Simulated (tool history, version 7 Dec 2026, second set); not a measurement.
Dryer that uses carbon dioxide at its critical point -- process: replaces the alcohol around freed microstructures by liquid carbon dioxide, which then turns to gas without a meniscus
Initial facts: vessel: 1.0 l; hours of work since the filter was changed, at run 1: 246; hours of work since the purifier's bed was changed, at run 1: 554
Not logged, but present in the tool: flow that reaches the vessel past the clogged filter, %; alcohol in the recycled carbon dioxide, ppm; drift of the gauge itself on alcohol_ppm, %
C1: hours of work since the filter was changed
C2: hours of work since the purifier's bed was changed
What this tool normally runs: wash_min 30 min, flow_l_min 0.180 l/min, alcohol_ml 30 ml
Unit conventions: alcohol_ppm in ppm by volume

run 1 day=0.000 | wash_min=30 flow_l_min=0.180 alcohol_ml=30 | C1=246 C2=554 | alcohol_ppm=412
run 2 day=0.917 | wash_min=30 flow_l_min=0.180 alcohol_ml=30 | C1=263 C2=571 | alcohol_ppm=440
run 3 day=2.008 | wash_min=30 flow_l_min=0.180 alcohol_ml=30 | C1=283 C2=591 | alcohol_ppm=455
-- day=2.288 inlet filter changed
run 4 day=3.304 | wash_min=30 flow_l_min=0.180 alcohol_ml=30 | C1=18 C2=613 | alcohol_ppm=288
run 5 day=4.725 | wash_min=30 flow_l_min=0.180 alcohol_ml=30 | C1=44 C2=639 | alcohol_ppm=308
run 6 day=5.512 | wash_min=30 flow_l_min=0.180 alcohol_ml=30 | C1=58 C2=653 | alcohol_ppm=323
run 7 day=6.162 | wash_min=30 flow_l_min=0.180 alcohol_ml=30 | C1=70 C2=665 | alcohol_ppm=317
run 8 day=6.967 | wash_min=40 flow_l_min=0.180 alcohol_ml=30 | C1=85 C2=680 | alcohol_ppm=165
run 9 day=8.492 | wash_min=40 flow_l_min=0.139 alcohol_ml=30 | C1=112 C2=707 | alcohol_ppm=321
run 10 day=9.992 | wash_min=30 flow_l_min=0.180 alcohol_ml=30 | C1=140 C2=734 | alcohol_ppm=376
run 11 day=11.496 | wash_min=30 flow_l_min=0.252 alcohol_ml=30 | C1=167 C2=762 | alcohol_ppm=175
run 12 day=12.638 | wash_min=30 flow_l_min=0.180 alcohol_ml=98 | C1=187 C2=782 | alcohol_ppm=1029
run 13 day=13.854 | wash_min=30 flow_l_min=0.180 alcohol_ml=98 | C1=209 C2=804 | alcohol_ppm=1086
run 14 day=15.042 | wash_min=30 flow_l_min=0.180 alcohol_ml=98 | C1=231 C2=826 | alcohol_ppm=1139
run 15 day=16.067 | wash_min=19 flow_l_min=0.306 alcohol_ml=76 | C1=249 C2=844 | alcohol_ppm=715
run 16 day=17.192 | wash_min=45 flow_l_min=0.179 alcohol_ml=30 | C1=270 C2=865 | alcohol_ppm=190
run 17 day=18.112 | wash_min=45 flow_l_min=0.179 alcohol_ml=30 | C1=287 C2=881 | alcohol_ppm=192

For run 18, what comes out?
-- day=18.250 inlet filter changed
run 18 day=19.083 | wash_min=45 flow_l_min=0.179 alcohol_ml=30 | C1=15 C2=898 | alcohol_ppm=?

alcohol_ppm: 172 ppm by volume
With no hidden state in the tool, this same run would have given alcohol_ppm 15 ppm by volume.
